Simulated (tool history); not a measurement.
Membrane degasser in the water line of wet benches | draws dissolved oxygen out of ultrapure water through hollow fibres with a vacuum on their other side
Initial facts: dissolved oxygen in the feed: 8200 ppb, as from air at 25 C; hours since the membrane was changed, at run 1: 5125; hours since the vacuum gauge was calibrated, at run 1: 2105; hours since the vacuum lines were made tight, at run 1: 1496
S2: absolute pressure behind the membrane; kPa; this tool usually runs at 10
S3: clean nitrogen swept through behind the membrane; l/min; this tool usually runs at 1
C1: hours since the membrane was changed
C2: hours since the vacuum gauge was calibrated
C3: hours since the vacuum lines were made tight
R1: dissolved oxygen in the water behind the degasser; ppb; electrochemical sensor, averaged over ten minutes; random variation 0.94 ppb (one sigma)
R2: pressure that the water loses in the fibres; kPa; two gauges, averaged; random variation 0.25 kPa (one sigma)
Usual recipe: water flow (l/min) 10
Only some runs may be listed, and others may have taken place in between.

Run 1, hour 0: usual settings; C1 5125; C2 2105; C3 1496. Result: R1 160.9 ppb, R2 65.58 kPa.
Run 2, hour 306.2: usual settings; C1 5431; C2 2412; C3 1802. Result: R1 161.2 ppb, R2 65.55 kPa.
Run 3, hour 466.8: usual settings; C1 5592; C2 2572; C3 1962. Result: R1 161.6 ppb, R2 65.43 kPa.
Run 4, hour 755.9: usual settings; C1 5881; C2 2861; C3 2251. Result: R1 162.2 ppb, R2 65.57 kPa.
Run 5, hour 1033.9: usual settings; C1 6159; C2 3139; C3 2529. Result: R1 162.5 ppb, R2 65.49 kPa.
Run 6, hour 1308.9: usual settings; C1 6434; C2 3414; C3 2804. Result: R1 162.1 ppb, R2 65.54 kPa.
Run 7, hour 1454.1: usual settings; C1 6579; C2 3559; C3 2950. Result: R1 161.3 ppb, R2 65.67 kPa.
Run 8, hour 1692.1: usual settings; C1 6817; C2 3797; C3 3188. Result: R1 164.5 ppb, R2 65.57 kPa.
Run 9, hour 2015.7: usual settings; C1 7141; C2 4121; C3 3511. Result: R1 163.6 ppb, R2 65.57 kPa.
Run 10, hour 2359.8: usual settings but S3 0.44 l/min; C1 7485; C2 4465; C3 3855. Result: R1 341 ppb, R2 65.43 kPa.
Run 11, hour 2677: usual settings but S2 13 kPa, S3 0.44 l/min; C1 7802; C2 4782; C3 4173. Result: R1 483.2 ppb, R2 65.24 kPa.
Run 12, hour 2937: usual settings but S2 13 kPa, S3 0.44 l/min; C1 8062; C2 5042; C3 4433. Result: R1 484.7 ppb, R2 65.84 kPa.
Run 13, hour 3099.8: usual settings; C1 8225; C2 5205; C3 4595. Result: R1 165 ppb, R2 65.81 kPa.
Run 14, hour 3293.1: usual settings; C1 8418; C2 5398; C3 4789. Result: R1 164.6 ppb, R2 65.95 kPa.
Run 15, hour 3527.7: usual settings but S2 12 kPa; C1 8653; C2 5633; C3 5023. Result: R1 213 ppb, R2 65.47 kPa.
At hour 3555.3: gauge calibrated.
Run 16, hour 3672.8: usual settings but water flow (l/min) 12, S2 12 kPa, S3 1.18 l/min; C1 8798; C2 5778; C3 5168. Result: R1 213.4 ppb, R2 78.39 kPa.
Run 17, hour 3957.5: usual settings but water flow (l/min) 12, S2 12 kPa, S3 1.18 l/min; C1 9083; C2 6063; C3 5453. Result: R1 213.3 ppb, R2 78.99 kPa.
Run 18, hour 4154.1: usual settings but S2 12 kPa, S3 1.18 l/min; C1 9279; C2 6259; C3 5650. Result: R1 179.3 ppb, R2 65.5 kPa.
At hour 4252.8: vacuum gauge calibrated.
Run 19, hour 4422.5: usual settings but S3 1.94 l/min; C1 9547; C2 170; C3 5918. Result: R1 88.1 ppb, R2 65.93 kPa.
At hour 4712.4: membrane cartridge changed.
Run 20, hour 4712.4: usual settings but water flow (l/min) 15, S3 0.79 l/min; C1 0; C2 456; C3 6203. Result: R1 305.1 ppb, R2 98.31 kPa.
Run 21, hour 4880.9: usual settings but water flow (l/min) 14, S2 14.4 kPa, S3 0.79 l/min; C1 169; C2 624; C3 6372. Result: R1 448.1 ppb, R2 91.7 kPa.
Run 22, hour 5067: usual settings but water flow (l/min) 14, S2 14.4 kPa, S3 0.79 l/min; C1 355; C2 810; C3 6558. Result: R1 447.5 ppb, R2 91.89 kPa.
At hour 5129.8: seals of the vacuum lines changed.
Run 23, hour 5273.6: usual settings but water flow (l/min) 15, S2 14.4 kPa, S3 0.46 l/min; C1 559; C2 1015; C3 144. Result: R1 728.9 ppb, R2 98.37 kPa.
Run 24, hour 5565.4: usual settings but S2 16.9 kPa, S3 0.7 l/min; C1 851; C2 1307; C3 436. Result: R1 443.4 ppb, R2 65.21 kPa.
Run 25, hour 5757.2: usual settings but water flow (l/min) 7; C1 1043; C2 1498; C3 627. Result: R1 115.6 ppb, R2 45.68 kPa.
Run 26, hour 5917.3: usual settings but water flow (l/min) 7, S3 1.23 l/min; C1 1203; C2 1658; C3 787. Result: R1 95.3 ppb, R2 45.92 kPa.
Run 27, hour 6112.6: usual settings but S2 13.4 kPa; C1 1398; C2 1854; C3 983. Result: R1 243.1 ppb, R2 65.31 kPa.
Run 28, hour 6421.8: usual settings but water flow (l/min) 8, S2 22.8 kPa; C1 1707; C2 2163; C3 1292. Result: R1 371.5 ppb, R2 52.06 kPa.
Run 29, hour 6709.4: usual settings but water flow (l/min) 12, S2 8.9 kPa; C1 1995; C2 2451; C3 1580. Result: R1 168.7 ppb, R2 78.41 kPa.
Run 30, hour 6905.3: usual settings but S3 1.44 l/min; C1 2191; C2 2647; C3 1776. Result: R1 119.1 ppb, R2 65.43 kPa.

Each row is a separate what-if for the run after 30, all from the same tool condition, not one after another. Results?
Run A, hour 7094.8: usual settings but water flow (l/min) 11, S2 15 kPa; C1 2380; C2 2836; C3 1965. Result: R1 ?, R2 ?.
Run B, hour 7094.8: usual settings but S3 1.94 l/min; C1 2380; C2 2836; C3 1965. Result: R1 ?, R2 ?.
Run C, hour 7094.8: usual settings but water flow (l/min) 14, S2 10.3 kPa, S3 2.65 l/min; C1 2380; C2 2836; C3 1965. Result: R1 ?, R2 ?.

run     R1     R2
  A  308.7  72.12
  B   90.3  65.68
  C  107.6  91.52
With the hidden condition removed and each run's random variation left untouched, the same runs would have given:
run     R1     R2
  A  299.6  72.08
  B   87.5  65.65
  C  104.3  91.47
